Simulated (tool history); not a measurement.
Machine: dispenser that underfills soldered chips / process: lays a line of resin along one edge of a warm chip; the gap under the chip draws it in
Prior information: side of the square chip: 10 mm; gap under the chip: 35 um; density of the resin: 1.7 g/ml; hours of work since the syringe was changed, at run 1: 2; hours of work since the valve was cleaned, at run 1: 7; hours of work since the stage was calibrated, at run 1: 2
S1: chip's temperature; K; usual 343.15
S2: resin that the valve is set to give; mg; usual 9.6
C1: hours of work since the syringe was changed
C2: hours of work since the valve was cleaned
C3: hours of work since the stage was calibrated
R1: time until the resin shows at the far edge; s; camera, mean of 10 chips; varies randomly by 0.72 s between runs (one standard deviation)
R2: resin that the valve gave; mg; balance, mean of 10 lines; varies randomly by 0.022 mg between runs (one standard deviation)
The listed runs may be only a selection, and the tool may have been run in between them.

run	hour	S1	S2	C1	C2	C3	R1	R2
1	0	343.15	9.6	2	7	2	68.5	9.59
2	3.3	356.15	9.6	4	9	4	43.2	9.56
3	6.8	356.15	9.6	6	11	6	47	9.63
4	9.5	356.15	9.6	8	13	8	50.5	9.6
# hour 11.5: new syringe of resin
5	14.5	356.15	9.6	2	16	12	38.8	9.58
6	17.5	356.15	9.6	4	19	14	43.3	9.61
7	22.1	343.15	9.6	7	22	17	85.4	9.56
# hour 25.5: new syringe of resin
8	27.4	343.15	9.98	1	25	20	67.3	9.93
9	29.9	343.15	9.98	3	27	22	71.1	9.94
10	33	331.15	9.6	5	29	24	137.7	9.54
11	37.4	331.15	9.6	8	32	27	153.3	9.52
# hour 39.3: new syringe of resin
12	41.7	343.15	9.6	2	35	30	66.8	9.51
13	45.6	343.15	9.6	4	38	33	75.8	9.51
14	48.3	343.15	9.6	6	40	35	80.7	9.52
15	52.6	343.15	9.6	9	43	38	90.4	9.51
# hour 53.2: new syringe of resin
16	57.9	343.15	9.6	3	46	41	70	9.51
17	63.1	343.15	9.6	7	50	45	80.5	9.51
# hour 67.4: dispensing valve cleaned and set on the balance
# hour 68.2: new syringe of resin
18	69.4	335.15	9.6	1	1	48	95.9	9.63
19	74	335.15	9.6	4	4	52	109.3	9.6
20	76.6	343.15	10.01	6	6	53	79.2	10.01
21	79.2	339.15	9.57	8	8	55	103.1	9.58
# hour 82.1: new syringe of resin
22	84.1	329.15	9.6	1	11	58	129.4	9.55
23	87.2	329.15	10.43	4	13	61	137.9	10.45
24	92.4	335.15	9.33	7	17	64	123.2	9.26
# hour 95.9: new syringe of resin
25	96.3	335.15	9.6	0	20	67	94.5	9.54
26	98.4	343.15	8.25	2	21	68	71.3	8.22
27	100.9	345.15	10.31	3	23	70	66.8	10.27
28	103.1	355.15	11.35	5	24	72	45.2	11.31
29	105.9	355.15	11.35	7	26	73	50.4	11.27
30	108.4	358.15	11.98	9	28	75	47.8	11.89
# hour 109.7: new syringe of resin
31	111.8	358.15	11.98	2	30	77	34.5	11.87
32	116.8	358.15	11.98	5	34	81	39.4	11.84
33	119.1	341.15	12.11	7	35	82	87	12
# hour 123.6: new syringe of resin
34	124.1	341.15	12.11	0	39	86	69.1	11.96
35	128.6	333.15	9.55	4	42	89	113.2	9.45
36	131.9	333.15	9.55	6	44	91	124.7	9.42
37	136	333.15	9.55	9	47	94	136.5	9.44

Predict each of these 3 candidate next runs independently; none follows another, all start after run 37:
# hour 137.5: new syringe of resin
A	138.5	344.15	9.02	1	48	96	?	?
# hour 137.5: new syringe of resin
B	138.5	330.15	9.45	1	48	96	?	?
# hour 137.5: new syringe of resin
C	138.5	342.15	9.55	1	48	96	?	?

run	R1	R2
A	61.3	8.92
B	120.1	9.32
C	66.9	9.44
Take away the tool's hidden state, keep each run's random variation, and the runs would have read:
run	R1	R2
A	61.9	9.05
B	121.7	9.46
C	67.6	9.57

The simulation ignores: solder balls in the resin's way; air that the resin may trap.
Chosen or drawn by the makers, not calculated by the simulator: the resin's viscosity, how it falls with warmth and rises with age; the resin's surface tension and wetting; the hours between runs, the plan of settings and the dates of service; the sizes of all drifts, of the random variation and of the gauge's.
